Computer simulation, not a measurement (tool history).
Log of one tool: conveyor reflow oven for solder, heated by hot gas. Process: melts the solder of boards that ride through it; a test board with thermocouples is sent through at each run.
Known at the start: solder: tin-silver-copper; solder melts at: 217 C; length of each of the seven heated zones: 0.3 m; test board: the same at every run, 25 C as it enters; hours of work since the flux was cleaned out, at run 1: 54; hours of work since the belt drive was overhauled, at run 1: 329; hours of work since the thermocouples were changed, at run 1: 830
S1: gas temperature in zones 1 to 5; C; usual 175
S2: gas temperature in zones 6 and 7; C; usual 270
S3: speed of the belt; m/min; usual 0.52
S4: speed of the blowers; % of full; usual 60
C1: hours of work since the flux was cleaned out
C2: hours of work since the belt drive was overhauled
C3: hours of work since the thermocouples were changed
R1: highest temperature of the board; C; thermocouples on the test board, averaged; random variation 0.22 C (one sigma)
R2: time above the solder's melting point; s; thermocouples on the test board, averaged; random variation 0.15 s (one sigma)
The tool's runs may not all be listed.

| run | hour | S1 | S2 | S3 | S4 | C1 | C2 | C3 | R1 | R2 |
|---|---|---|---|---|---|---|---|---|---|---|
| 1 | 0 | 175 | 270 | 0.52 | 60 | 54 | 329 | 830 | 253 | 52.7 |
| 2 | 24.8 | 175 | 272 | 0.52 | 60 | 66 | 341 | 842 | 254.3 | 53.8 |
| 3 | 43.3 | 175 | 272 | 0.52 | 60 | 75 | 351 | 851 | 254.7 | 53.8 |
|  | 48.8 | belt drive overhauled, speed set with a stopwatch |
| 4 | 72.6 | 175 | 270 | 0.52 | 60 | 88 | 12 | 864 | 252.6 | 52.4 |
| 5 | 83.5 | 175 | 270 | 0.52 | 60 | 93 | 17 | 869 | 253 | 52.7 |
| 6 | 98.6 | 188 | 280 | 0.497 | 72 | 101 | 25 | 877 | 268 | 68 |
| 7 | 123 | 188 | 280 | 0.497 | 72 | 113 | 37 | 889 | 267.6 | 68.1 |
| 8 | 133.2 | 188 | 280 | 0.435 | 55 | 118 | 42 | 894 | 267.3 | 77.5 |
|  | 147.5 | belt drive overhauled, speed set with a stopwatch, once more |
| 9 | 159.6 | 178 | 278 | 0.519 | 70 | 129 | 6 | 905 | 262.5 | 59.4 |
| 10 | 170.8 | 175 | 270 | 0.54 | 60 | 134 | 12 | 911 | 251.2 | 49.1 |

Forecast each of these 5 alternatives for the next run:
| A | 193.2 | 175 | 270 | 0.54 | 82 | 145 | 23 | 922 | ? | ? |
| B | 193.2 | 186 | 281 | 0.52 | 60 | 145 | 23 | 922 | ? | ? |
| C | 193.2 | 175 | 258 | 0.52 | 60 | 145 | 23 | 922 | ? | ? |
| D | 193.2 | 175 | 260 | 0.52 | 60 | 145 | 23 | 922 | ? | ? |
| E | 193.2 | 175 | 270 | 0.619 | 65 | 145 | 23 | 922 | ? | ? |

| run | R1 | R2 |
|---|---|---|
| A | 256.7 | 53.4 |
| B | 263.7 | 61.9 |
| C | 242 | 44.5 |
| D | 243.5 | 45.8 |
| E | 247.7 | 40.4 |
Without the tool's hidden state the same runs would have given:
| run | R1 | R2 |
|---|---|---|
| A | 259 | 54.7 |
| B | 265.9 | 63 |
| C | 244.1 | 46.6 |
| D | 245.7 | 47.7 |
| E | 250 | 42 |
